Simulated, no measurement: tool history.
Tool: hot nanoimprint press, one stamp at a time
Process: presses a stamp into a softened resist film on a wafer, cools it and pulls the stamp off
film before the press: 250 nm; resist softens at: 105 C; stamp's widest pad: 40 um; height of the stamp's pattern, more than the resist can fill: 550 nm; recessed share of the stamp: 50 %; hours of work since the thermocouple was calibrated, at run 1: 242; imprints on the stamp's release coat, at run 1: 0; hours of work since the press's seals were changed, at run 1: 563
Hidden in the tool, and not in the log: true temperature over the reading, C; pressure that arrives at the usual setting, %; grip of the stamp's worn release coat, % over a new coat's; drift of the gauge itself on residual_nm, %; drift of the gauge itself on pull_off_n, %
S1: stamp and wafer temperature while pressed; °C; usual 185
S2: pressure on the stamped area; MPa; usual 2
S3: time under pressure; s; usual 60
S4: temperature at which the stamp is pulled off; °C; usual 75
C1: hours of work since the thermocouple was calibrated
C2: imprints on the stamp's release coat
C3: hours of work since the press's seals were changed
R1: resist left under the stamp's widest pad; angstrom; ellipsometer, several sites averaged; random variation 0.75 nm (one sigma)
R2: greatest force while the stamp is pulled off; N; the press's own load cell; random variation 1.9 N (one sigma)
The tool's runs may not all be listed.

run     day   S1  S2  S3  S4   C1   C2   C3    R1   R2
  1       0  185   2  60  75  242    0  563  1138  209
  2    1.05  185   2  60  75  258  134  580  1128  214
  3   3.079  185   2  60  75  291  394  613  1157  225
       4.65  -- stamp cleaned and given a new release coat
  4   5.579  185   2  60  75  327  118  649  1163  220
  5    7.25  185   2  60  75  354  332  676  1174  219
       7.55  -- plate thermocouple calibrated
      9.458  -- stamp cleaned and given a new release coat
  6   9.962  185   2  60  75   35   64  714  1189  214
  7  11.979  185   2  60  75   67  323  746  1194  223
  8   13.15  185   2  60  75   86  472  765  1193  231
     14.133  -- stamp cleaned and given a new release coat
  9  15.117  185   2  60  73  114  126  793  1198  224
 10  17.617  175   2  60  73  154  446  833  1699  238
     18.108  -- plate thermocouple calibrated, once more
     18.938  -- stamp cleaned and given a new release coat
 11  20.154  175   2  60  73   29  156  868  1596  220

Forecast run 12:
 12  22.742  177  2.24  76  75  71  487  910   ?   ?

{"run 12": {"R1": 1322, "R2": 223}}
Without the tool's hidden state the same run would have given R1 1291 angstrom, R2 208 N.
